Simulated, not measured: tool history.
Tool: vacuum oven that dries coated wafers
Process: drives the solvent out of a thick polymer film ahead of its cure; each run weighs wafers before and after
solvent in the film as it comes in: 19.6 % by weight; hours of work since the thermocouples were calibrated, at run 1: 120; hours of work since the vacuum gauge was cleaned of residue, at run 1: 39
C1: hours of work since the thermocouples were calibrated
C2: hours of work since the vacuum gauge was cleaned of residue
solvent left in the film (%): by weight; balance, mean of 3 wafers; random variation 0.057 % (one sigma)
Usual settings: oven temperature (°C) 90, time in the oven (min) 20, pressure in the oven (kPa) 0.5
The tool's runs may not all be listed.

run 1 hour=0 | oven_temperature_(°C)=90 time_in_the_oven_(min)=20 pressure_in_the_oven_(kPa)=0.5 | C1=120 C2=39 | solvent_left_in_the_film_(%)=2.83
run 2 hour=26.3 | oven_temperature_(°C)=90 time_in_the_oven_(min)=20 pressure_in_the_oven_(kPa)=0.5 | C1=137 C2=56 | solvent_left_in_the_film_(%)=2.66
run 3 hour=40.5 | oven_temperature_(°C)=90 time_in_the_oven_(min)=14 pressure_in_the_oven_(kPa)=0.5 | C1=146 C2=66 | solvent_left_in_the_film_(%)=4.66
run 4 hour=60.6 | oven_temperature_(°C)=90 time_in_the_oven_(min)=20 pressure_in_the_oven_(kPa)=0.5 | C1=159 C2=79 | solvent_left_in_the_film_(%)=2.81
run 5 hour=93.5 | oven_temperature_(°C)=90 time_in_the_oven_(min)=15 pressure_in_the_oven_(kPa)=0.5 | C1=181 C2=100 | solvent_left_in_the_film_(%)=4.28
run 6 hour=111.9 | oven_temperature_(°C)=90 time_in_the_oven_(min)=15 pressure_in_the_oven_(kPa)=0.5 | C1=193 C2=112 | solvent_left_in_the_film_(%)=4.26
run 7 hour=126.2 | oven_temperature_(°C)=81 time_in_the_oven_(min)=20 pressure_in_the_oven_(kPa)=0.5 | C1=202 C2=121 | solvent_left_in_the_film_(%)=6.64
run 8 hour=140.4 | oven_temperature_(°C)=90 time_in_the_oven_(min)=20 pressure_in_the_oven_(kPa)=0.5 | C1=211 C2=131 | solvent_left_in_the_film_(%)=2.76
run 9 hour=164.6 | oven_temperature_(°C)=82 time_in_the_oven_(min)=20 pressure_in_the_oven_(kPa)=0.5 | C1=227 C2=146 | solvent_left_in_the_film_(%)=6.32
run 10 hour=197.2 | oven_temperature_(°C)=82 time_in_the_oven_(min)=20 pressure_in_the_oven_(kPa)=0.5 | C1=248 C2=168 | solvent_left_in_the_film_(%)=6.17
run 11 hour=222.5 | oven_temperature_(°C)=82 time_in_the_oven_(min)=20 pressure_in_the_oven_(kPa)=0.5 | C1=265 C2=184 | solvent_left_in_the_film_(%)=6.27
run 12 hour=248 | oven_temperature_(°C)=82 time_in_the_oven_(min)=20 pressure_in_the_oven_(kPa)=0.5 | C1=281 C2=201 | solvent_left_in_the_film_(%)=6.05
run 13 hour=278.7 | oven_temperature_(°C)=82 time_in_the_oven_(min)=20 pressure_in_the_oven_(kPa)=0.5 | C1=301 C2=221 | solvent_left_in_the_film_(%)=6.24
run 14 hour=297.4 | oven_temperature_(°C)=85 time_in_the_oven_(min)=20 pressure_in_the_oven_(kPa)=0.5 | C1=314 C2=233 | solvent_left_in_the_film_(%)=4.84
run 15 hour=317.4 | oven_temperature_(°C)=85 time_in_the_oven_(min)=20 pressure_in_the_oven_(kPa)=0.5 | C1=326 C2=246 | solvent_left_in_the_film_(%)=4.85
run 16 hour=348.8 | oven_temperature_(°C)=76 time_in_the_oven_(min)=20 pressure_in_the_oven_(kPa)=0.5 | C1=347 C2=266 | solvent_left_in_the_film_(%)=8.76
run 17 hour=364.6 | oven_temperature_(°C)=90 time_in_the_oven_(min)=20 pressure_in_the_oven_(kPa)=0.411 | C1=357 C2=277 | solvent_left_in_the_film_(%)=2.78
run 18 hour=391.2 | oven_temperature_(°C)=90 time_in_the_oven_(min)=20 pressure_in_the_oven_(kPa)=0.5 | C1=375 C2=294 | solvent_left_in_the_film_(%)=2.71
run 19 hour=413.9 | oven_temperature_(°C)=90 time_in_the_oven_(min)=20 pressure_in_the_oven_(kPa)=0.451 | C1=389 C2=309 | solvent_left_in_the_film_(%)=2.89
run 20 hour=436.9 | oven_temperature_(°C)=90 time_in_the_oven_(min)=20 pressure_in_the_oven_(kPa)=1.386 | C1=404 C2=324 | solvent_left_in_the_film_(%)=2.99
run 21 hour=452.5 | oven_temperature_(°C)=90 time_in_the_oven_(min)=20 pressure_in_the_oven_(kPa)=1.004 | C1=415 C2=334 | solvent_left_in_the_film_(%)=2.9
run 22 hour=476.1 | oven_temperature_(°C)=90 time_in_the_oven_(min)=20 pressure_in_the_oven_(kPa)=0.441 | C1=430 C2=349 | solvent_left_in_the_film_(%)=2.7
run 23 hour=490.6 | oven_temperature_(°C)=90 time_in_the_oven_(min)=20 pressure_in_the_oven_(kPa)=0.441 | C1=439 C2=359 | solvent_left_in_the_film_(%)=2.81
run 24 hour=514 | oven_temperature_(°C)=90 time_in_the_oven_(min)=12 pressure_in_the_oven_(kPa)=0.5 | C1=455 C2=374 | solvent_left_in_the_film_(%)=5.73
run 25 hour=539 | oven_temperature_(°C)=90 time_in_the_oven_(min)=12 pressure_in_the_oven_(kPa)=0.5 | C1=471 C2=390 | solvent_left_in_the_film_(%)=5.56
run 26 hour=563.2 | oven_temperature_(°C)=90 time_in_the_oven_(min)=12 pressure_in_the_oven_(kPa)=0.5 | C1=487 C2=406 | solvent_left_in_the_film_(%)=5.62
run 27 hour=590.8 | oven_temperature_(°C)=90 time_in_the_oven_(min)=12 pressure_in_the_oven_(kPa)=0.5 | C1=505 C2=424 | solvent_left_in_the_film_(%)=5.6
run 28 hour=621.9 | oven_temperature_(°C)=90 time_in_the_oven_(min)=20 pressure_in_the_oven_(kPa)=0.5 | C1=525 C2=444 | solvent_left_in_the_film_(%)=2.85
run 29 hour=636.8 | oven_temperature_(°C)=90 time_in_the_oven_(min)=20 pressure_in_the_oven_(kPa)=0.5 | C1=535 C2=454 | solvent_left_in_the_film_(%)=2.81
run 30 hour=659.5 | oven_temperature_(°C)=90 time_in_the_oven_(min)=20 pressure_in_the_oven_(kPa)=0.5 | C1=549 C2=469 | solvent_left_in_the_film_(%)=2.86
run 31 hour=687.5 | oven_temperature_(°C)=88 time_in_the_oven_(min)=20 pressure_in_the_oven_(kPa)=0.5 | C1=568 C2=487 | solvent_left_in_the_film_(%)=3.54
run 32 hour=705.2 | oven_temperature_(°C)=88 time_in_the_oven_(min)=20 pressure_in_the_oven_(kPa)=0.5 | C1=579 C2=498 | solvent_left_in_the_film_(%)=3.56
run 33 hour=734.9 | oven_temperature_(°C)=90 time_in_the_oven_(min)=20 pressure_in_the_oven_(kPa)=0.505 | C1=598 C2=518 | solvent_left_in_the_film_(%)=2.87
run 34 hour=752.6 | oven_temperature_(°C)=90 time_in_the_oven_(min)=20 pressure_in_the_oven_(kPa)=0.505 | C1=610 C2=529 | solvent_left_in_the_film_(%)=2.8
run 35 hour=784.1 | oven_temperature_(°C)=90 time_in_the_oven_(min)=20 pressure_in_the_oven_(kPa)=0.505 | C1=630 C2=550 | solvent_left_in_the_film_(%)=2.88
run 36 hour=812.3 | oven_temperature_(°C)=90 time_in_the_oven_(min)=20 pressure_in_the_oven_(kPa)=0.505 | C1=649 C2=568 | solvent_left_in_the_film_(%)=2.82
run 37 hour=829 | oven_temperature_(°C)=77 time_in_the_oven_(min)=15 pressure_in_the_oven_(kPa)=0.5 | C1=660 C2=579 | solvent_left_in_the_film_(%)=10.03
run 38 hour=852.2 | oven_temperature_(°C)=95 time_in_the_oven_(min)=17 pressure_in_the_oven_(kPa)=0.396 | C1=675 C2=594 | solvent_left_in_the_film_(%)=1.89
run 39 hour=871.5 | oven_temperature_(°C)=94 time_in_the_oven_(min)=24 pressure_in_the_oven_(kPa)=0.438 | C1=687 C2=607 | solvent_left_in_the_film_(%)=1.02
run 40 hour=894.9 | oven_temperature_(°C)=90 time_in_the_oven_(min)=13 pressure_in_the_oven_(kPa)=0.339 | C1=703 C2=622 | solvent_left_in_the_film_(%)=5.08
run 41 hour=912.3 | oven_temperature_(°C)=84 time_in_the_oven_(min)=33 pressure_in_the_oven_(kPa)=0.5 | C1=714 C2=633 | solvent_left_in_the_film_(%)=2.57
run 42 hour=945.6 | oven_temperature_(°C)=90 time_in_the_oven_(min)=14 pressure_in_the_oven_(kPa)=0.5 | C1=736 C2=655 | solvent_left_in_the_film_(%)=4.81
run 43 hour=976.1 | oven_temperature_(°C)=100 time_in_the_oven_(min)=20 pressure_in_the_oven_(kPa)=1.953 | C1=755 C2=675 | solvent_left_in_the_film_(%)=0.73
run 44 hour=1007.4 | oven_temperature_(°C)=100 time_in_the_oven_(min)=20 pressure_in_the_oven_(kPa)=1.066 | C1=776 C2=695 | solvent_left_in_the_film_(%)=0.5
run 45 hour=1040.7 | oven_temperature_(°C)=96 time_in_the_oven_(min)=20 pressure_in_the_oven_(kPa)=1.147 | C1=798 C2=717 | solvent_left_in_the_film_(%)=1.23
run 46 hour=1071.4 | oven_temperature_(°C)=96 time_in_the_oven_(min)=20 pressure_in_the_oven_(kPa)=1.147 | C1=818 C2=737 | solvent_left_in_the_film_(%)=1.34
run 47 hour=1097 | oven_temperature_(°C)=96 time_in_the_oven_(min)=16 pressure_in_the_oven_(kPa)=1.147 | C1=834 C2=754 | solvent_left_in_the_film_(%)=1.97

Forecast each of these 3 alternatives for the next run:
run A hour=1113.7 | oven_temperature_(°C)=96 time_in_the_oven_(min)=16 pressure_in_the_oven_(kPa)=1.147 | C1=845 C2=764 | solvent_left_in_the_film_(%)=?
run B hour=1113.7 | oven_temperature_(°C)=81 time_in_the_oven_(min)=16 pressure_in_the_oven_(kPa)=0.577 | C1=845 C2=764 | solvent_left_in_the_film_(%)=?
run C hour=1113.7 | oven_temperature_(°C)=99 time_in_the_oven_(min)=28 pressure_in_the_oven_(kPa)=0.5 | C1=845 C2=764 | solvent_left_in_the_film_(%)=?

run=A solvent_left_in_the_film_(%)=2.03
run=B solvent_left_in_the_film_(%)=8.07
run=C solvent_left_in_the_film_(%)=0.32
Without the tool's hidden state the same runs would have given:
run=A solvent_left_in_the_film_(%)=2.01
run=B solvent_left_in_the_film_(%)=8.04
run=C solvent_left_in_the_film_(%)=0.31
